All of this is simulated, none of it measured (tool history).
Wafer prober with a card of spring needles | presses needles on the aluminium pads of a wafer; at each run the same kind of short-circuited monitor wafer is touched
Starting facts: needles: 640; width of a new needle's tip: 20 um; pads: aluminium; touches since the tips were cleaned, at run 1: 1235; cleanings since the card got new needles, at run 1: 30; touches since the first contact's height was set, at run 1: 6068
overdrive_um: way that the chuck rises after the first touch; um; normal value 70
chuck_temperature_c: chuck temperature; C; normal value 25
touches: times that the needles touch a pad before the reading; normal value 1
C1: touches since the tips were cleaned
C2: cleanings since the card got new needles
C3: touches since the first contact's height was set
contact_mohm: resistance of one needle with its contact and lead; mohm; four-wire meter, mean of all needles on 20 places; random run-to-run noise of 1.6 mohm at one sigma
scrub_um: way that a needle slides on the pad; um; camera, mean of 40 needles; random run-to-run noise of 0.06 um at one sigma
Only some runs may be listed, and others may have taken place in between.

{"run": 1, "day": 0.0, "overdrive_um": 70, "chuck_temperature_c": 25, "touches": 1, "C1": 1235, "C2": 30, "C3": 6068, "contact_mohm": 181, "scrub_um": 15.82}
{"day": 0.579, "done": "tips cleaned on abrasive film"}
{"run": 2, "day": 1.325, "overdrive_um": 70, "chuck_temperature_c": 47, "touches": 1, "C1": 4730, "C2": 31, "C3": 14431, "contact_mohm": 224, "scrub_um": 15.83}
{"day": 1.521, "done": "tips cleaned on abrasive film"}
{"day": 2.479, "done": "tips cleaned on abrasive film"}
{"run": 3, "day": 2.95, "overdrive_um": 70, "chuck_temperature_c": 47, "touches": 1, "C1": 2974, "C2": 33, "C3": 24650, "contact_mohm": 213, "scrub_um": 15.78}
{"day": 3.262, "done": "tips cleaned on abrasive film"}
{"day": 4.179, "done": "tips cleaned on abrasive film"}
{"run": 4, "day": 4.779, "overdrive_um": 70, "chuck_temperature_c": 47, "touches": 1, "C1": 3800, "C2": 35, "C3": 36178, "contact_mohm": 220, "scrub_um": 15.81}
{"day": 5.133, "done": "tips cleaned on abrasive film"}
{"day": 5.988, "done": "tips cleaned on abrasive film"}
{"day": 6.908, "done": "tips cleaned on abrasive film"}
{"run": 5, "day": 6.908, "overdrive_um": 70, "chuck_temperature_c": 47, "touches": 1, "C1": 0, "C2": 38, "C3": 49591, "contact_mohm": 165, "scrub_um": 15.63}
{"day": 7.725, "done": "tips cleaned on abrasive film"}
{"day": 8.6, "done": "tips cleaned on abrasive film"}
{"run": 6, "day": 9.333, "overdrive_um": 70, "chuck_temperature_c": 47, "touches": 1, "C1": 4629, "C2": 40, "C3": 64870, "contact_mohm": 228, "scrub_um": 15.62}
{"day": 9.529, "done": "tips cleaned on abrasive film"}
{"day": 10.308, "done": "tips cleaned on abrasive film"}
{"day": 11.154, "done": "tips cleaned on abrasive film"}
{"day": 11.167, "done": "height of the first contact set anew"}
{"run": 7, "day": 11.533, "overdrive_um": 70, "chuck_temperature_c": 47, "touches": 1, "C1": 2310, "C2": 43, "C3": 2310, "contact_mohm": 205, "scrub_um": 15.24}
{"day": 11.958, "done": "tips cleaned on abrasive film"}
{"day": 12.875, "done": "tips cleaned on abrasive film"}
{"day": 13.758, "done": "tips cleaned on abrasive film"}
{"run": 8, "day": 14.112, "overdrive_um": 70, "chuck_temperature_c": 47, "touches": 1, "C1": 2236, "C2": 46, "C3": 18564, "contact_mohm": 208, "scrub_um": 15.2}
{"day": 14.621, "done": "tips cleaned on abrasive film"}
{"day": 15.471, "done": "tips cleaned on abrasive film"}
{"day": 16.242, "done": "tips cleaned on abrasive film"}
{"day": 16.892, "done": "height of the first contact set anew, once more"}
{"run": 9, "day": 16.892, "overdrive_um": 70, "chuck_temperature_c": 47, "touches": 1, "C1": 4023, "C2": 49, "C3": 0, "contact_mohm": 223, "scrub_um": 15.88}
{"day": 17.088, "done": "tips cleaned on abrasive film"}
{"day": 17.9, "done": "tips cleaned on abrasive film"}
{"day": 18.817, "done": "tips cleaned on abrasive film"}
{"run": 10, "day": 19.25, "overdrive_um": 70, "chuck_temperature_c": 47, "touches": 1, "C1": 2744, "C2": 52, "C3": 14855, "contact_mohm": 216, "scrub_um": 15.8}
{"day": 19.596, "done": "tips cleaned on abrasive film"}
{"day": 20.396, "done": "tips cleaned on abrasive film"}
{"day": 21.288, "done": "tips cleaned on abrasive film"}
{"run": 11, "day": 21.288, "overdrive_um": 70, "chuck_temperature_c": 25, "touches": 1, "C1": 0, "C2": 55, "C3": 27654, "contact_mohm": 164, "scrub_um": 15.63}
{"day": 22.167, "done": "tips cleaned on abrasive film"}
{"run": 12, "day": 22.479, "overdrive_um": 70, "chuck_temperature_c": 35, "touches": 1, "C1": 1958, "C2": 56, "C3": 35168, "contact_mohm": 195, "scrub_um": 15.72}
{"day": 23.0, "done": "tips cleaned on abrasive film"}
{"day": 23.917, "done": "tips cleaned on abrasive film"}
{"day": 24.771, "done": "tips cleaned on abrasive film"}
{"run": 13, "day": 25.238, "overdrive_um": 70, "chuck_temperature_c": 35, "touches": 1, "C1": 2943, "C2": 59, "C3": 52544, "contact_mohm": 217, "scrub_um": 15.55}
{"day": 25.608, "done": "tips cleaned on abrasive film"}
{"day": 26.396, "done": "tips cleaned on abrasive film"}
{"day": 27.254, "done": "tips cleaned on abrasive film"}
{"run": 14, "day": 27.65, "overdrive_um": 70, "chuck_temperature_c": 35, "touches": 1, "C1": 2498, "C2": 62, "C3": 67734, "contact_mohm": 208, "scrub_um": 15.46}
{"day": 28.142, "done": "tips cleaned on abrasive film"}
{"day": 29.046, "done": "tips cleaned on abrasive film"}
{"day": 29.058, "done": "height of the first contact set anew"}
{"day": 29.908, "done": "tips cleaned on abrasive film"}
{"run": 15, "day": 30.417, "overdrive_um": 80, "chuck_temperature_c": 35, "touches": 1, "C1": 3241, "C2": 65, "C3": 8574, "contact_mohm": 209, "scrub_um": 18.12}
{"day": 30.775, "done": "tips cleaned on abrasive film"}
{"day": 31.662, "done": "tips cleaned on abrasive film"}
{"run": 16, "day": 31.871, "overdrive_um": 80, "chuck_temperature_c": 35, "touches": 1, "C1": 1307, "C2": 67, "C3": 17709, "contact_mohm": 184, "scrub_um": 17.95}
{"day": 32.438, "done": "tips cleaned on abrasive film"}
{"day": 33.275, "done": "tips cleaned on abrasive film"}
{"run": 17, "day": 33.804, "overdrive_um": 80, "chuck_temperature_c": 35, "touches": 2, "C1": 3335, "C2": 69, "C3": 29895, "contact_mohm": 186, "scrub_um": 17.91}
{"day": 34.167, "done": "tips cleaned on abrasive film"}
{"day": 35.042, "done": "tips cleaned on abrasive film"}
{"day": 35.817, "done": "tips cleaned on abrasive film"}
{"run": 18, "day": 36.129, "overdrive_um": 82, "chuck_temperature_c": 55, "touches": 2, "C1": 1980, "C2": 72, "C3": 44533, "contact_mohm": 182, "scrub_um": 18.3}
{"day": 36.633, "done": "tips cleaned on abrasive film"}
{"day": 37.475, "done": "tips cleaned on abrasive film"}
{"run": 19, "day": 37.75, "overdrive_um": 82, "chuck_temperature_c": 55, "touches": 3, "C1": 1758, "C2": 74, "C3": 54749, "contact_mohm": 172, "scrub_um": 18.31}
{"day": 38.383, "done": "tips cleaned on abrasive film"}
{"day": 39.225, "done": "tips cleaned on abrasive film"}
{"run": 20, "day": 39.712, "overdrive_um": 58, "chuck_temperature_c": 69, "touches": 1, "C1": 3087, "C2": 76, "C3": 67116, "contact_mohm": 243, "scrub_um": 12.75}
{"day": 40.075, "done": "tips cleaned on abrasive film"}
{"day": 40.912, "done": "tips cleaned on abrasive film"}
{"day": 41.242, "done": "height of the first contact set anew"}
{"run": 21, "day": 41.242, "overdrive_um": 58, "chuck_temperature_c": 69, "touches": 1, "C1": 1997, "C2": 78, "C3": 0, "contact_mohm": 217, "scrub_um": 13.1}
{"day": 41.717, "done": "tips cleaned on abrasive film"}
{"day": 42.575, "done": "tips cleaned on abrasive film"}
{"day": 43.45, "done": "tips cleaned on abrasive film"}
{"run": 22, "day": 43.583, "overdrive_um": 70, "chuck_temperature_c": 25, "touches": 2, "C1": 844, "C2": 81, "C3": 14730, "contact_mohm": 168, "scrub_um": 15.77}
{"day": 44.383, "done": "tips cleaned on abrasive film"}
{"day": 45.171, "done": "tips cleaned on abrasive film"}
{"day": 45.938, "done": "tips cleaned on abrasive film"}
{"run": 23, "day": 45.975, "overdrive_um": 73, "chuck_temperature_c": 68, "touches": 2, "C1": 249, "C2": 84, "C3": 29806, "contact_mohm": 169, "scrub_um": 16.26}
{"day": 46.867, "done": "tips cleaned on abrasive film"}
{"day": 47.654, "done": "tips cleaned on abrasive film"}
{"run": 24, "day": 47.696, "overdrive_um": 52, "chuck_temperature_c": 60, "touches": 1, "C1": 271, "C2": 86, "C3": 40638, "contact_mohm": 188, "scrub_um": 11.63}
{"day": 48.504, "done": "tips cleaned on abrasive film"}
{"day": 49.342, "done": "tips cleaned on abrasive film"}
{"run": 25, "day": 49.342, "overdrive_um": 52, "chuck_temperature_c": 60, "touches": 1, "C1": 0, "C2": 88, "C3": 50998, "contact_mohm": 181, "scrub_um": 11.57}
{"day": 50.125, "done": "tips cleaned on abrasive film"}
{"day": 50.938, "done": "tips cleaned on abrasive film"}
{"day": 51.725, "done": "tips cleaned on abrasive film"}
{"run": 26, "day": 51.871, "overdrive_um": 52, "chuck_temperature_c": 60, "touches": 1, "C1": 906, "C2": 91, "C3": 66916, "contact_mohm": 207, "scrub_um": 11.54}
{"day": 52.538, "done": "tips cleaned on abrasive film"}
{"day": 53.375, "done": "tips cleaned on abrasive film"}
{"day": 53.388, "done": "height of the first contact set anew"}
{"day": 54.2, "done": "tips cleaned on abrasive film"}
{"run": 27, "day": 54.217, "overdrive_um": 52, "chuck_temperature_c": 51, "touches": 1, "C1": 132, "C2": 94, "C3": 5225, "contact_mohm": 178, "scrub_um": 11.71}

Take each entry between the runs: how does the hidden state at the last listed run before it differ from the hidden state at the first listed run after it?
Logged between run 1 and run 2: tips cleaned on abrasive film (day 0.579)
  debris on the tips, nm: 39.9 -> 119.5; way that the needles fall short of the set height, um: 0.09 -> 0.16; tips' diameter, um: 21.1 -> 21.13
  the result without the hidden state subtracted from the measured one, contact_mohm: +23 -> +66 mohm; scrub_um: -0.02 -> -0.03 um
Logged between run 2 and run 3: tips cleaned on abrasive film (day 1.521); tips cleaned on abrasive film (day 2.479)
  debris on the tips, nm: 119.5 -> 90.8; way that the needles fall short of the set height, um: 0.16 -> 0.36; tips' diameter, um: 21.13 -> 21.2
  the result without the hidden state subtracted from the measured one, contact_mohm: +66 -> +52 mohm; scrub_um: -0.03 -> -0.08 um
Logged between run 3 and run 4: tips cleaned on abrasive film (day 3.262); tips cleaned on abrasive film (day 4.179)
  debris on the tips, nm: 90.8 -> 107.8; way that the needles fall short of the set height, um: 0.36 -> 0.61; tips' diameter, um: 21.2 -> 21.28
  the result without the hidden state subtracted from the measured one, contact_mohm: +52 -> +62 mohm; scrub_um: -0.08 -> -0.14 um
Logged between run 4 and run 5: tips cleaned on abrasive film (day 5.133); tips cleaned on abrasive film (day 5.988); tips cleaned on abrasive film (day 6.908)
  debris on the tips, nm: 107.8 -> 8; way that the needles fall short of the set height, um: 0.61 -> 0.95; tips' diameter, um: 21.28 -> 21.4
  the result without the hidden state subtracted from the measured one, contact_mohm: +62 -> +5 mohm; scrub_um: -0.14 -> -0.21 um
Logged between run 5 and run 6: tips cleaned on abrasive film (day 7.725); tips cleaned on abrasive film (day 8.6)
  debris on the tips, nm: 8 -> 117.7; way that the needles fall short of the set height, um: 0.95 -> 1.12; tips' diameter, um: 21.4 -> 21.46
  the result without the hidden state subtracted from the measured one, contact_mohm: +5 -> +70 mohm; scrub_um: -0.21 -> -0.25 um
Logged between run 6 and run 7: tips cleaned on abrasive film (day 9.529); tips cleaned on abrasive film (day 10.308); tips cleaned on abrasive film (day 11.154); height of the first contact set anew (day 11.167)
  debris on the tips, nm: 117.7 -> 74; way that the needles fall short of the set height, um: 1.12 -> 2.47; tips' diameter, um: 21.46 -> 21.58
  the result without the hidden state subtracted from the measured one, contact_mohm: +70 -> +46 mohm; scrub_um: -0.25 -> -0.56 um
Logged between run 7 and run 8: tips cleaned on abrasive film (day 11.958); tips cleaned on abrasive film (day 12.875); tips cleaned on abrasive film (day 13.758)
  debris on the tips, nm: 74 -> 71.7; way that the needles fall short of the set height, um: 2.47 -> 2.78; tips' diameter, um: 21.58 -> 21.69
  the result without the hidden state subtracted from the measured one, contact_mohm: +46 -> +47 mohm; scrub_um: -0.56 -> -0.62 um
Logged between run 8 and run 9: tips cleaned on abrasive film (day 14.621); tips cleaned on abrasive film (day 15.471); tips cleaned on abrasive film (day 16.242); height of the first contact set anew, once more (day 16.892)
  debris on the tips, nm: 71.7 -> 106.5; way that the needles fall short of the set height, um: 2.78 -> 0; tips' diameter, um: 21.69 -> 21.79
  the result without the hidden state subtracted from the measured one, contact_mohm: +47 -> +63 mohm; scrub_um: -0.62 -> +0 um
Logged between run 9 and run 10: tips cleaned on abrasive film (day 17.088); tips cleaned on abrasive film (day 17.9); tips cleaned on abrasive film (day 18.817)
  debris on the tips, nm: 106.5 -> 91.6; way that the needles fall short of the set height, um: 0 -> 0.32; tips' diameter, um: 21.79 -> 21.9
  the result without the hidden state subtracted from the measured one, contact_mohm: +63 -> +55 mohm; scrub_um: +0 -> -0.07 um
Logged between run 10 and run 11: tips cleaned on abrasive film (day 19.596); tips cleaned on abrasive film (day 20.396); tips cleaned on abrasive film (day 21.288)
  debris on the tips, nm: 91.6 -> 14.3; way that the needles fall short of the set height, um: 0.32 -> 0.66; tips' diameter, um: 21.9 -> 22.02
  the result without the hidden state subtracted from the measured one, contact_mohm: +55 -> +10 mohm; scrub_um: -0.07 -> -0.15 um
Logged between run 11 and run 12: tips cleaned on abrasive film (day 22.167)
  debris on the tips, nm: 14.3 -> 66.4; way that the needles fall short of the set height, um: 0.66 -> 0.77; tips' diameter, um: 22.02 -> 22.06
  the result without the hidden state subtracted from the measured one, contact_mohm: +10 -> +41 mohm; scrub_um: -0.15 -> -0.17 um
Logged between run 12 and run 13: tips cleaned on abrasive film (day 23); tips cleaned on abrasive film (day 23.917); tips cleaned on abrasive film (day 24.771)
  debris on the tips, nm: 66.4 -> 90.8; way that the needles fall short of the set height, um: 0.77 -> 1.08; tips' diameter, um: 22.06 -> 22.16
  the result without the hidden state subtracted from the measured one, contact_mohm: +41 -> +58 mohm; scrub_um: -0.17 -> -0.25 um
Logged between run 13 and run 14: tips cleaned on abrasive film (day 25.608); tips cleaned on abrasive film (day 26.396); tips cleaned on abrasive film (day 27.254)
  debris on the tips, nm: 90.8 -> 76.2; way that the needles fall short of the set height, um: 1.08 -> 1.37; tips' diameter, um: 22.16 -> 22.27
  the result without the hidden state subtracted from the measured one, contact_mohm: +58 -> +49 mohm; scrub_um: -0.25 -> -0.31 um
Logged between run 14 and run 15: tips cleaned on abrasive film (day 28.142); tips cleaned on abrasive film (day 29.046); height of the first contact set anew (day 29.058); tips cleaned on abrasive film (day 29.908)
  debris on the tips, nm: 76.2 -> 95.2; way that the needles fall short of the set height, um: 1.37 -> 0.09; tips' diameter, um: 22.27 -> 22.37
  the result without the hidden state subtracted from the measured one, contact_mohm: +49 -> +48 mohm; scrub_um: -0.31 -> -0.02 um
Logged between run 15 and run 16: tips cleaned on abrasive film (day 30.775); tips cleaned on abrasive film (day 31.662)
  debris on the tips, nm: 95.2 -> 55.4; way that the needles fall short of the set height, um: 0.09 -> 0.33; tips' diameter, um: 22.37 -> 22.46
  the result without the hidden state subtracted from the measured one, contact_mohm: +48 -> +29 mohm; scrub_um: -0.02 -> -0.08 um
Logged between run 16 and run 17: tips cleaned on abrasive film (day 32.438); tips cleaned on abrasive film (day 33.275)
  debris on the tips, nm: 55.4 -> 99.6; way that the needles fall short of the set height, um: 0.33 -> 0.56; tips' diameter, um: 22.46 -> 22.53
  the result without the hidden state subtracted from the measured one, contact_mohm: +29 -> +31 mohm; scrub_um: -0.08 -> -0.13 um
Logged between run 17 and run 18: tips cleaned on abrasive film (day 34.167); tips cleaned on abrasive film (day 35.042); tips cleaned on abrasive film (day 35.817)
  debris on the tips, nm: 99.6 -> 66.2; way that the needles fall short of the set height, um: 0.56 -> 0.89; tips' diameter, um: 22.53 -> 22.65
  the result without the hidden state subtracted from the measured one, contact_mohm: +31 -> +20 mohm; scrub_um: -0.13 -> -0.2 um
Logged between run 18 and run 19: tips cleaned on abrasive film (day 36.633); tips cleaned on abrasive film (day 37.475)
  debris on the tips, nm: 66.2 -> 70.4; way that the needles fall short of the set height, um: 0.89 -> 1.08; tips' diameter, um: 22.65 -> 22.72
  the result without the hidden state subtracted from the measured one, contact_mohm: +20 -> +13 mohm; scrub_um: -0.2 -> -0.24 um
Logged between run 19 and run 20: tips cleaned on abrasive film (day 38.383); tips cleaned on abrasive film (day 39.225)
  debris on the tips, nm: 70.4 -> 88.6; way that the needles fall short of the set height, um: 1.08 -> 1.32; tips' diameter, um: 22.72 -> 22.8
  the result without the hidden state subtracted from the measured one, contact_mohm: +13 -> +78 mohm; scrub_um: -0.24 -> -0.3 um
Logged between run 20 and run 21: tips cleaned on abrasive film (day 40.075); tips cleaned on abrasive film (day 40.912); height of the first contact set anew (day 41.242)
  debris on the tips, nm: 88.6 -> 60.8; way that the needles fall short of the set height, um: 1.32 -> 0; tips' diameter, um: 22.8 -> 22.86
  the result without the hidden state subtracted from the measured one, contact_mohm: +78 -> +52 mohm; scrub_um: -0.3 -> +0 um
Logged between run 21 and run 22: tips cleaned on abrasive film (day 41.717); tips cleaned on abrasive film (day 42.575); tips cleaned on abrasive film (day 43.45)
  debris on the tips, nm: 60.8 -> 28.7; way that the needles fall short of the set height, um: 0 -> 0.31; tips' diameter, um: 22.86 -> 22.97
  the result without the hidden state subtracted from the measured one, contact_mohm: +52 -> +12 mohm; scrub_um: +0 -> -0.07 um
Logged between run 22 and run 23: tips cleaned on abrasive film (day 44.383); tips cleaned on abrasive film (day 45.171); tips cleaned on abrasive film (day 45.938)
  debris on the tips, nm: 28.7 -> 14.5; way that the needles fall short of the set height, um: 0.31 -> 0.65; tips' diameter, um: 22.97 -> 23.09
  the result without the hidden state subtracted from the measured one, contact_mohm: +12 -> +6 mohm; scrub_um: -0.07 -> -0.15 um
Logged between run 23 and run 24: tips cleaned on abrasive film (day 46.867); tips cleaned on abrasive film (day 47.654)
  debris on the tips, nm: 14.5 -> 21.9; way that the needles fall short of the set height, um: 0.65 -> 0.87; tips' diameter, um: 23.09 -> 23.17
  the result without the hidden state subtracted from the measured one, contact_mohm: +6 -> +26 mohm; scrub_um: -0.15 -> -0.19 um
Logged between run 24 and run 25: tips cleaned on abrasive film (day 48.504); tips cleaned on abrasive film (day 49.342)
  debris on the tips, nm: 21.9 -> 11; way that the needles fall short of the set height, um: 0.87 -> 1.06; tips' diameter, um: 23.17 -> 23.24
  the result without the hidden state subtracted from the measured one, contact_mohm: +26 -> +14 mohm; scrub_um: -0.19 -> -0.24 um
Logged between run 25 and run 26: tips cleaned on abrasive film (day 50.125); tips cleaned on abrasive film (day 50.938); tips cleaned on abrasive film (day 51.725)
  debris on the tips, nm: 11 -> 38.3; way that the needles fall short of the set height, um: 1.06 -> 1.39; tips' diameter, um: 23.24 -> 23.35
  the result without the hidden state subtracted from the measured one, contact_mohm: +14 -> +44 mohm; scrub_um: -0.24 -> -0.32 um
Logged between run 26 and run 27: tips cleaned on abrasive film (day 52.538); tips cleaned on abrasive film (day 53.375); height of the first contact set anew (day 53.388); tips cleaned on abrasive film (day 54.2)
  debris on the tips, nm: 38.3 -> 10.3; way that the needles fall short of the set height, um: 1.39 -> 0.08; tips' diameter, um: 23.35 -> 23.45
  the result without the hidden state subtracted from the measured one, contact_mohm: +44 -> +13 mohm; scrub_um: -0.32 -> -0.01 um

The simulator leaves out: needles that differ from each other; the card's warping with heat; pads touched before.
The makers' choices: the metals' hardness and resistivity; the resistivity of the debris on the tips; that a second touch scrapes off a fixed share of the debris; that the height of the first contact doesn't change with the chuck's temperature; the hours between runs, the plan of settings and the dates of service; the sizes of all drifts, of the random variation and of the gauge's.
